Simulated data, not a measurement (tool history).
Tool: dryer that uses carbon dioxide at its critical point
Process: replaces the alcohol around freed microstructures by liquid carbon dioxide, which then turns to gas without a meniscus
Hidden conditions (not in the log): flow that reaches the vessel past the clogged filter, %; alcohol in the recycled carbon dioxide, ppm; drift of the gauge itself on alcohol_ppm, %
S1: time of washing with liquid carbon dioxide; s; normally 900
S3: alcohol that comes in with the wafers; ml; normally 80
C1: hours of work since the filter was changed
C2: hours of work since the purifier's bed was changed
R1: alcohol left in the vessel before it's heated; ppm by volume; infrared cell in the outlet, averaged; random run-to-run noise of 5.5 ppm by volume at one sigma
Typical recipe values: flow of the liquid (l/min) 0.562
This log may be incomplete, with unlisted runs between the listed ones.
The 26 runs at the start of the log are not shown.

{"run": 27, "hour": 195.5, "S1": 900, "flow of the liquid (l/min)": 0.562, "S3": 35, "C1": 162, "C2": 156, "R1": 109}
{"run": 28, "hour": 203.3, "S1": 900, "flow of the liquid (l/min)": 0.562, "S3": 73, "C1": 165, "C2": 159, "R1": 193}
{"run": 29, "hour": 209.9, "S1": 660, "flow of the liquid (l/min)": 0.794, "S3": 80, "C1": 167, "C2": 162, "R1": 166}
{"run": 30, "hour": 215.2, "S1": 1080, "flow of the liquid (l/min)": 0.592, "S3": 80, "C1": 169, "C2": 164, "R1": 72}
{"run": 31, "hour": 225.9, "S1": 1080, "flow of the liquid (l/min)": 0.592, "S3": 80, "C1": 174, "C2": 168, "R1": 69}
{"run": 32, "hour": 232.7, "S1": 600, "flow of the liquid (l/min)": 0.384, "S3": 27, "C1": 176, "C2": 171, "R1": 1847}
{"run": 33, "hour": 239.5, "S1": 600, "flow of the liquid (l/min)": 0.453, "S3": 27, "C1": 179, "C2": 173, "R1": 1132}
{"run": 34, "hour": 247.6, "S1": 900, "flow of the liquid (l/min)": 0.453, "S3": 27, "C1": 182, "C2": 177, "R1": 255}
{"run": 35, "hour": 256.6, "S1": 900, "flow of the liquid (l/min)": 0.453, "S3": 27, "C1": 186, "C2": 180, "R1": 273}
{"run": 36, "hour": 262.6, "S1": 900, "flow of the liquid (l/min)": 0.881, "S3": 46, "C1": 188, "C2": 183, "R1": 31}
{"run": 37, "hour": 271.4, "S1": 1320, "flow of the liquid (l/min)": 0.726, "S3": 50, "C1": 192, "C2": 186, "R1": 30}
{"run": 38, "hour": 280.7, "S1": 1320, "flow of the liquid (l/min)": 0.726, "S3": 50, "C1": 195, "C2": 190, "R1": 33}
{"run": 39, "hour": 285.2, "S1": 1320, "flow of the liquid (l/min)": 0.372, "S3": 102, "C1": 197, "C2": 192, "R1": 385}
{"run": 40, "hour": 295.1, "S1": 1320, "flow of the liquid (l/min)": 0.405, "S3": 102, "C1": 201, "C2": 195, "R1": 238}
{"run": 41, "hour": 304.6, "S1": 900, "flow of the liquid (l/min)": 0.641, "S3": 39, "C1": 205, "C2": 199, "R1": 73}

Forecast each of these 3 alternatives for the next run:
{"run": "A", "hour": 313.2, "S1": 1380, "flow of the liquid (l/min)": 0.542, "S3": 62, "C1": 208, "C2": 203, "R1": "?"}
{"run": "B", "hour": 313.2, "S1": 600, "flow of the liquid (l/min)": 0.732, "S3": 72, "C1": 208, "C2": 203, "R1": "?"}
{"run": "C", "hour": 313.2, "S1": 900, "flow of the liquid (l/min)": 0.634, "S3": 35, "C1": 208, "C2": 203, "R1": "?"}

run=A R1=41
run=B R1=391
run=C R1=65
Stripped of hidden state, with their random variation kept, the same runs would have yielded:
run=A R1=9
run=B R1=263
run=C R1=24
